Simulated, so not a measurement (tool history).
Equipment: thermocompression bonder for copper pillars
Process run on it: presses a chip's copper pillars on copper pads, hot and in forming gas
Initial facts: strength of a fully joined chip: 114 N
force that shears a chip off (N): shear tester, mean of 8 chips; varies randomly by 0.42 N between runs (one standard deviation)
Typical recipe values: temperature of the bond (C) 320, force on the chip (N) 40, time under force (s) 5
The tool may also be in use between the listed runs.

run,hour,temperature of the bond (C),force on the chip (N),time under force (s),force that shears a chip off (N)
1,0.0,320,40,5,43.9
2,6.9,320,40,5,44.1
3,13.7,320,40,5,43.5
4,18.4,320,51,5,51.1
5,23.7,318,51,5,50.3
6,29.9,318,51,5,50.8
7,37.9,318,51,5,50.6
8,45.5,318,51,5,51.1
9,51.6,318,51,5,50.3
10,56.1,318,51,5,49.7
11,60.7,318,24,5,29.6
12,68.5,319,25,5,31.2
13,77.5,312,27,8,37.7
14,84.1,310,45,8,51.8
15,91.0,320,36,12,56.5
16,95.4,320,36,12,56.4
# hour 100.0: forming gas filter changed
17,100.3,302,55,3,38.5
18,109.1,349,29,3,35.5
19,116.0,346,46,3,47.2
20,120.7,308,40,14,58.9
21,128.6,308,40,5,39.2
22,135.1,345,30,3,34.9

Branching from run 22: 5 alternative next runs. What would each branch give?
A,141.0,347,43,7,?
B,141.0,345,54,3,?
C,141.0,331,26,4,?
D,141.0,300,27,3,?
E,141.0,296,30,4,?

run,force that shears a chip off (N)
A,62.0
B,52.3
C,31.7
D,22.4
E,25.8
With the hidden condition removed and each run's random variation left untouched, the same runs would have given:
run,force that shears a chip off (N)
A,62.1
B,52.4
C,31.8
D,22.5
E,25.9
